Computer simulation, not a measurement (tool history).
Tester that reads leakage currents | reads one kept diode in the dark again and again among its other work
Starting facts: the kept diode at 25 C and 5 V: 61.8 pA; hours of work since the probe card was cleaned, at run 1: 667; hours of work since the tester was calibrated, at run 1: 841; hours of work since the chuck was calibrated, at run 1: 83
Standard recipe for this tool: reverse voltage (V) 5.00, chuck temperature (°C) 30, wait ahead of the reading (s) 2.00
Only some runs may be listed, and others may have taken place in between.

| run | hour | reverse voltage (V) | chuck temperature (°C) | wait ahead of the reading (s) | hours of work since the probe card was cleaned | hours of work since the tester was calibrated | hours of work since the chuck was calibrated | current that the tester gives (pA) |
|---|---|---|---|---|---|---|---|---|
| 1 | 0.0 | 5.00 | 30 | 2.00 | 667 | 841 | 83 | 96.96 |
| 2 | 111.4 | 5.00 | 30 | 2.00 | 712 | 887 | 129 | 96.84 |
| 3 | 225.9 | 5.00 | 30 | 2.00 | 760 | 934 | 176 | 98.00 |
| 4 | 339.0 | 5.00 | 30 | 2.00 | 806 | 981 | 222 | 98.62 |
| 5 | 449.2 | 5.00 | 30 | 2.00 | 851 | 1026 | 268 | 99.55 |
| 6 | 554.8 | 5.00 | 30 | 2.00 | 895 | 1069 | 311 | 100.21 |
| 7 | 617.7 | 5.00 | 30 | 2.00 | 921 | 1095 | 337 | 100.63 |
| 8 | 721.1 | 17.95 | 30 | 2.00 | 963 | 1138 | 380 | 201.38 |
| 9 | 798.0 | 5.00 | 20 | 2.00 | 995 | 1170 | 411 | 46.24 |
|  | 821.7 | probe card cleaned and baked |
| 10 | 912.4 | 5.00 | 30 | 2.00 | 37 | 1215 | 457 | 98.39 |
| 11 | 977.8 | 5.00 | 30 | 2.00 | 64 | 1242 | 484 | 98.14 |
| 12 | 1082.4 | 5.00 | 30 | 0.54 | 107 | 1285 | 527 | 100.53 |
| 13 | 1146.4 | 5.00 | 30 | 0.54 | 134 | 1312 | 553 | 101.31 |
| 14 | 1250.4 | 5.00 | 30 | 2.00 | 176 | 1354 | 596 | 100.17 |
| 15 | 1304.8 | 5.00 | 30 | 0.45 | 199 | 1377 | 619 | 102.79 |
| 16 | 1409.0 | 1.86 | 30 | 2.00 | 242 | 1420 | 661 | 60.16 |
| 17 | 1533.1 | 1.86 | 30 | 2.00 | 293 | 1471 | 712 | 60.37 |
| 18 | 1655.3 | 1.86 | 30 | 2.00 | 343 | 1521 | 763 | 60.99 |
| 19 | 1752.4 | 1.86 | 30 | 2.00 | 383 | 1561 | 803 | 61.57 |
| 20 | 1862.6 | 5.00 | 30 | 2.00 | 428 | 1606 | 848 | 103.55 |
| 21 | 1988.7 | 5.00 | 30 | 2.00 | 480 | 1658 | 900 | 103.83 |
| 22 | 2077.5 | 5.00 | 30 | 2.00 | 517 | 1695 | 936 | 104.49 |
| 23 | 2142.1 | 12.11 | 30 | 0.31 | 543 | 1721 | 963 | 176.13 |
| 24 | 2236.4 | 19.18 | 30 | 0.56 | 582 | 1760 | 1002 | 221.21 |
| 25 | 2294.7 | 6.56 | 29 | 7.25 | 606 | 1784 | 1026 | 111.69 |
| 26 | 2359.8 | 5.00 | 41 | 0.50 | 633 | 1811 | 1053 | 249.88 |
| 27 | 2477.6 | 6.28 | 44 | 0.82 | 681 | 1859 | 1101 | 350.85 |
| 28 | 2537.3 | 6.28 | 44 | 0.82 | 706 | 1884 | 1126 | 350.48 |

Run 29 has not been measured yet. What should we expect?
|  | 2557.5 | chuck's temperature calibrated |
| 29 | 2643.4 | 1.75 | 29 | 1.18 | 749 | 1927 | 35 | ? |

Run 29 measured current that the tester gives (pA) 51.05.
Take away the tool's hidden state, keep the run-to-run variation as it was, and the same run would have given current that the tester gives (pA) 51.03.
